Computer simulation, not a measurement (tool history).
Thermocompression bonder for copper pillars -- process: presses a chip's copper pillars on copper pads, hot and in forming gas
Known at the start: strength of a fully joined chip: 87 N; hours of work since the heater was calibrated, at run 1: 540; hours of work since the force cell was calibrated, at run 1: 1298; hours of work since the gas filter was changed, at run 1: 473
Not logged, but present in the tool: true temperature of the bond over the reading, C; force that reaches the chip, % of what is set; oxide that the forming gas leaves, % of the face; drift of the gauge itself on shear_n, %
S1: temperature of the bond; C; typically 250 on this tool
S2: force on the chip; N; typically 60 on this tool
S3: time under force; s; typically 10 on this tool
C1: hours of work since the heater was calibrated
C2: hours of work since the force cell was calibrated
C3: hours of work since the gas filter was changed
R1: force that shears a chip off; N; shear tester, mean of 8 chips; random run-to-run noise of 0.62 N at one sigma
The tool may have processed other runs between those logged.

run   hour   S1  S2  S3   C1    C2   C3    R1
  1      0  250  60  10  540  1298  473  34.2
      30.1  -- forming gas filter changed
  2   40.1  250  60  10  558  1316    5  35.7
  3  112.5  250  60  10  591  1349   37  35.1
  4  180.2  250  60  10  622  1380   68  34.7
  5  261.8  250  60  10  659  1417  105  33.2
  6  320.3  250  60  10  686  1444  132  35.2
  7  388.3  250  60  10  717  1475  163  34.2
  8  471.6  250  60  10  755  1513  201  35.1
  9  533.4  250  60  10  783  1541  229  33.1
 10  599.3  250  60  10  813  1571  259  33.8
 11  646.6  250  60  10  834  1592  280  33.3
     652.5  -- heater calibrated with a thermocouple chip
 12  705.6  240  46  10   24  1618  306  21.9
 13  783.1  240  46  10   59  1653  342  21.6
 14    828  240  46  10   80  1674  362  21.5
     871.1  -- force cell calibrated
 15  871.5  260  63  11   99     0  381  37.6
     907.6  -- heater calibrated with a thermocouple chip, once more
 16  919.8  250  60  15    6    21  402  41.7

What if the next run were any one of these 5? Each begins from the tool's condition after run 16:
  A  1001.9  277  60  15  43  59  439   ?
  B  1001.9  242  60  10  43  59  439   ?
  C  1001.9  236  86  10  43  59  439   ?
  D  1001.9  250  48  22  43  59  439   ?
  E  1001.9  264  60  10  43  59  439   ?

run    R1
  A  57.2
  B  31.5
  C  38.4
  D  39.9
  E    44
Without the tool's hidden state the same runs would have given:
run    R1
  A  58.7
  B  32.2
  C  39.3
  D  40.9
  E  45.1
